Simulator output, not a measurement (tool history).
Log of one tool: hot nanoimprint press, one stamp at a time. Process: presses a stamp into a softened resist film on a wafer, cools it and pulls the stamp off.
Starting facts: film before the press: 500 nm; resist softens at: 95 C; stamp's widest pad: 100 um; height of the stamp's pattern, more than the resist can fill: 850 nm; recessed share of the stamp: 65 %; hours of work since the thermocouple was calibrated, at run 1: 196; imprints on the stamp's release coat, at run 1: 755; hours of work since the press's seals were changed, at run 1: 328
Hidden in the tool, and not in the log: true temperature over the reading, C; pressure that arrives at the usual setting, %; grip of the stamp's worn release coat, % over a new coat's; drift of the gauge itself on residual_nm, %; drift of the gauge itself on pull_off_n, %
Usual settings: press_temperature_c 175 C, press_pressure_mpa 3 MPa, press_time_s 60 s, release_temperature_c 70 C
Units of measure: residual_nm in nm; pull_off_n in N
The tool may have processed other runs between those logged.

run	hour	press_temperature_c	press_pressure_mpa	press_time_s	release_temperature_c	hours of work since the thermocouple was calibrated	imprints on the stamp's release coat	hours of work since the press's seals were changed	residual_nm	pull_off_n
1	0	175	3	60	70	196	755	328	284.5	209
2	57	175	2.23	60	70	239	1000	371	317.7	206
# hour 92.3: plate thermocouple calibrated
3	105.4	175	3	60	70	10	1196	404	283.8	203
4	159.5	175	3	60	70	50	1429	445	283.1	201
# hour 200.4: stamp cleaned and given a new release coat
5	219.9	175	3.03	60	70	91	84	485	282.7	208
6	268.9	182	1.85	60	70	127	295	522	288.4	212
7	322.2	185	2.79	100	77	167	525	562	183.7	194
8	379	185	2.79	56	77	209	769	604	229.6	193
9	424.5	185	2.79	56	77	243	965	638	229.7	187
# hour 457.6: plate thermocouple calibrated
10	500.2	187	2.15	37	66	32	1278	692	281.6	211

Consider 3 possible next runs. They are alternatives, not a sequence: every one starts from the tool as it was left by run 10. What does each give?
A	534.9	172	3	74	77	58	1428	718	?	?
B	534.9	181	3.77	70	66	58	1428	718	?	?
C	534.9	175	3	60	61	58	1428	718	?	?

run	residual_nm	pull_off_n
A	284.9	188
B	205.1	207
C	281.8	218
With no hidden state in the tool, these same runs would have given:
run	residual_nm	pull_off_n
A	286.9	188
B	206.5	207
C	283.8	217

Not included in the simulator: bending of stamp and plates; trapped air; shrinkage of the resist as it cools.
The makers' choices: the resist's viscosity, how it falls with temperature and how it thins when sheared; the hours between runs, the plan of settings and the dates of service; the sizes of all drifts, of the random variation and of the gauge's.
